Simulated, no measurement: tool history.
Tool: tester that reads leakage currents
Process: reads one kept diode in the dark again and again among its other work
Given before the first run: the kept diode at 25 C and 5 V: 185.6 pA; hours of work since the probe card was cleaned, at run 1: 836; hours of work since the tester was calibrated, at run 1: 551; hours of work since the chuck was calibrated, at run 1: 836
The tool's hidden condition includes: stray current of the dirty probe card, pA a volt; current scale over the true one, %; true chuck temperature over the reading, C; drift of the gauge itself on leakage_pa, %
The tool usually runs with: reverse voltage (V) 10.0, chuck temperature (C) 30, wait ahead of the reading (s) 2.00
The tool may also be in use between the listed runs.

run,hour,reverse voltage (V),chuck temperature (C),wait ahead of the reading (s),hours of work since the probe card was cleaned,hours of work since the tester was calibrated,hours of work since the chuck was calibrated,current that the tester gives (pA)
1,0.0,10.0,30,2.00,836,551,836,363.74
2,66.4,10.0,30,2.00,865,581,865,363.13
3,143.6,10.0,30,2.00,899,614,899,365.60
4,202.3,1.5,30,2.00,925,640,925,142.32
5,307.7,1.5,30,2.00,971,686,971,141.43
6,403.6,10.0,30,2.00,1013,728,1013,363.12
7,500.3,10.0,30,2.00,1055,770,1055,362.50
8,620.1,10.0,30,2.00,1107,823,1107,361.46
9,675.9,10.0,30,2.00,1132,847,1132,361.01
10,741.8,3.2,30,2.00,1161,876,1161,205.45
11,797.4,3.2,30,2.00,1185,900,1185,204.91
# hour 862.2: probe card cleaned and baked
12,922.5,13.5,30,2.00,26,954,1238,423.74
13,1029.9,13.5,30,2.00,73,1001,1285,422.21
14,1138.9,13.5,30,2.00,121,1049,1333,424.79
15,1211.4,13.5,30,2.00,153,1080,1365,423.56
16,1324.1,13.5,30,2.00,202,1130,1414,424.07
17,1382.8,13.5,30,2.00,228,1155,1440,424.77
# hour 1419.1: probe card cleaned and baked, once more
18,1505.6,6.0,30,2.00,38,1208,1492,271.66
19,1619.2,2.9,30,2.00,88,1257,1542,191.46
20,1723.6,10.0,30,2.00,133,1303,1588,347.51
21,1837.3,10.0,30,2.00,183,1353,1637,349.40
22,1890.3,10.0,30,2.00,206,1376,1661,348.14
23,1979.9,10.0,30,2.00,245,1415,1700,348.09
24,2049.4,10.2,47,1.31,276,1446,1730,1076.41
25,2167.9,10.2,47,1.31,328,1498,1782,1072.06
26,2238.7,6.3,35,5.20,359,1529,1813,389.97
27,2289.6,10.0,20,7.37,381,1551,1835,169.31
28,2366.3,5.5,20,0.34,415,1584,1869,130.57
29,2417.0,8.5,46,2.00,437,1607,1891,916.17
30,2471.2,4.2,30,2.19,460,1630,1915,227.18
31,2526.2,2.8,21,2.00,485,1654,1939,96.74
32,2619.8,3.9,39,2.60,525,1695,1980,400.39
33,2742.8,3.9,39,2.60,579,1749,2034,397.62
34,2834.4,15.3,20,1.68,619,1789,2074,210.28
35,2950.3,15.3,20,1.68,670,1840,2124,211.42
36,3012.0,17.6,23,2.00,697,1867,2151,281.15
37,3084.0,17.6,23,2.00,729,1898,2183,281.83
38,3200.6,10.0,24,3.79,780,1949,2234,226.06
39,3282.2,10.0,24,3.79,815,1985,2270,225.31

Here are 3 independent what-if runs from the current tool condition. What would each one return?
A,3362.0,2.9,33,7.37,850,2020,2305,?
B,3362.0,1.6,24,2.50,850,2020,2305,?
C,3362.0,10.0,34,3.79,850,2020,2305,?

run,current that the tester gives (pA)
A,228.06
B,90.52
C,450.68
The same runs, with their run-to-run variation unchanged, on a tool lacking any hidden condition would have given:
run,current that the tester gives (pA)
A,249.22
B,99.15
C,489.44
